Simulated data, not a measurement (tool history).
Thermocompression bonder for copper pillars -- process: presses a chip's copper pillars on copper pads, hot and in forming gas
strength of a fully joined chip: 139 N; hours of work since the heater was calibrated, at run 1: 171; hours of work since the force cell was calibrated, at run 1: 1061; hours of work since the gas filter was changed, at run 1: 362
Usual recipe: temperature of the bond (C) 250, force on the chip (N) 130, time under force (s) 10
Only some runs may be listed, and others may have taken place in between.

| run | hour | temperature of the bond (C) | force on the chip (N) | time under force (s) | hours of work since the heater was calibrated | hours of work since the force cell was calibrated | hours of work since the gas filter was changed | force that shears a chip off (N) |
|---|---|---|---|---|---|---|---|---|
| 1 | 0 | 250 | 130 | 10 | 171 | 1061 | 362 | 66.6 |
| 2 | 70.8 | 250 | 130 | 10 | 222 | 1113 | 413 | 66.5 |
| 3 | 123.6 | 250 | 130 | 10 | 261 | 1151 | 452 | 66.4 |
|  | 160.1 | forming gas filter changed |
| 4 | 160.9 | 250 | 130 | 10 | 288 | 1178 | 1 | 70.8 |
| 5 | 227 | 250 | 130 | 10 | 336 | 1226 | 49 | 68.8 |
| 6 | 287.8 | 250 | 152 | 10 | 380 | 1271 | 93 | 73.5 |
| 7 | 342.1 | 241 | 152 | 10 | 419 | 1310 | 133 | 62.7 |
| 8 | 392.9 | 250 | 183 | 10 | 456 | 1347 | 169 | 78.4 |
| 9 | 439 | 250 | 183 | 10 | 490 | 1381 | 203 | 77.9 |
| 10 | 478.6 | 250 | 183 | 10 | 519 | 1409 | 232 | 77.3 |
| 11 | 531.7 | 250 | 183 | 10 | 557 | 1448 | 270 | 75.2 |
|  | 539.7 | heater calibrated with a thermocouple chip |
| 12 | 599 | 250 | 130 | 23 | 43 | 1496 | 318 | 76.9 |
| 13 | 670.8 | 250 | 147 | 23 | 95 | 1548 | 370 | 81.1 |
| 14 | 708.3 | 240 | 83 | 25 | 123 | 1575 | 398 | 52.8 |
| 15 | 742.2 | 232 | 89 | 26 | 147 | 1600 | 422 | 48.1 |
| 16 | 808.9 | 232 | 89 | 26 | 196 | 1648 | 471 | 46.4 |
|  | 819.4 | forming gas filter changed |
| 17 | 869.8 | 232 | 89 | 26 | 240 | 1692 | 37 | 49.1 |
|  | 897.7 | heater calibrated with a thermocouple chip, once more |
| 18 | 928.8 | 276 | 150 | 7 | 23 | 1734 | 78 | 93.3 |
| 19 | 981.2 | 258 | 114 | 28 | 61 | 1772 | 116 | 100.4 |
| 20 | 1022.5 | 258 | 114 | 28 | 91 | 1802 | 146 | 98.4 |
|  | 1048.3 | force cell calibrated |
| 21 | 1074.7 | 258 | 114 | 28 | 128 | 19 | 183 | 98.1 |
| 22 | 1111.3 | 258 | 114 | 28 | 154 | 46 | 210 | 98.2 |
| 23 | 1182.5 | 274 | 178 | 7 | 206 | 98 | 262 | 93.5 |

Branching from run 23: 3 alternative next runs. What would each branch give?
| A | 1217.2 | 257 | 110 | 10 | 231 | 123 | 287 | ? |
| B | 1217.2 | 236 | 87 | 29 | 231 | 123 | 287 | ? |
| C | 1217.2 | 225 | 178 | 12 | 231 | 123 | 287 | ? |

| run | force that shears a chip off (N) |
|---|---|
| A | 70.3 |
| B | 64.7 |
| C | 60.7 |
Without the tool's unlogged condition, the same runs would have read:
| run | force that shears a chip off (N) |
|---|---|
| A | 76.6 |
| B | 71 |
| C | 66.7 |
